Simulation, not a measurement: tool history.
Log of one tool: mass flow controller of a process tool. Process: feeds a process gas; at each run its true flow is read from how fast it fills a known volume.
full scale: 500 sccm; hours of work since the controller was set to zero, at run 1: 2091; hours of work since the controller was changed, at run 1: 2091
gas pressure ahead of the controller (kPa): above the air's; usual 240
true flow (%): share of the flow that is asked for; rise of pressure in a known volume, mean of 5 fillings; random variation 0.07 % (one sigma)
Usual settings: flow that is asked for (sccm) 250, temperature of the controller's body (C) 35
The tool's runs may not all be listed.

run    hour  flow that is asked for (sccm)  gas pressure ahead of the controller (kPa)  temperature of the controller's body (C)  hours of work since the controller was set to zero  hours of work since the controller was changed  true flow (%)
  1     0.0                            250                                         240                                        35                                                2091                                            2091          98.04
  2   431.2                            250                                         240                                        35                                                2224                                            2224          98.33
  3   864.9                            250                                         240                                        29                                                2358                                            2358          99.10
  4  1231.7                            250                                         240                                        35                                                2471                                            2471          98.73
  5  1411.1                            250                                         240                                        35                                                2526                                            2526          98.66
  6  1615.7                            250                                         240                                        35                                                2590                                            2590          98.92
  7  1982.7                            250                                         240                                        35                                                2703                                            2703          99.14
  8  2427.9                            250                                         240                                        35                                                2840                                            2840          99.36
  9  2728.7                            250                                         240                                        35                                                2933                                            2933          99.31
 10  3059.0                            183                                         245                                        29                                                3035                                            3035          99.91
 11  3466.7                            250                                         175                                        30                                                3161                                            3161         100.66
 12  3820.6                            250                                         175                                        30                                                3270                                            3270         100.81
 13  4171.7                            167                                         232                                        23                                                3378                                            3378         101.09
     4552.3  -- gauge calibrated
 14  4594.1                            142                                         264                                        31                                                3509                                            3509          97.89
 15  4815.5                            142                                         140                                        22                                                3577                                            3577          99.30
 16  5078.7                            245                                         187                                        39                                                3658                                            3658          98.10
 17  5522.1                             62                                         187                                        30                                                3795                                            3795          98.44

Forecast each of these 5 alternatives for the next run:
  A  5765.1                             62                                         223                                        28                                                3870                                            3870              ?
  B  5765.1                             79                                         187                                        37                                                3870                                            3870              ?
  C  5765.1                            100                                         187                                        22                                                3870                                            3870              ?
  D  5765.1                            250                                         234                                        36                                                3870                                            3870              ?
  E  5765.1                             88                                         161                                        38                                                3870                                            3870              ?

run  true flow (%)
  A          98.52
  B          98.20
  C          99.50
  D          98.79
  E          98.20
Without the tool's hidden state the same runs would have given:
run  true flow (%)
  A          97.82
  B          97.50
  C          98.80
  D          98.11
  E          97.51
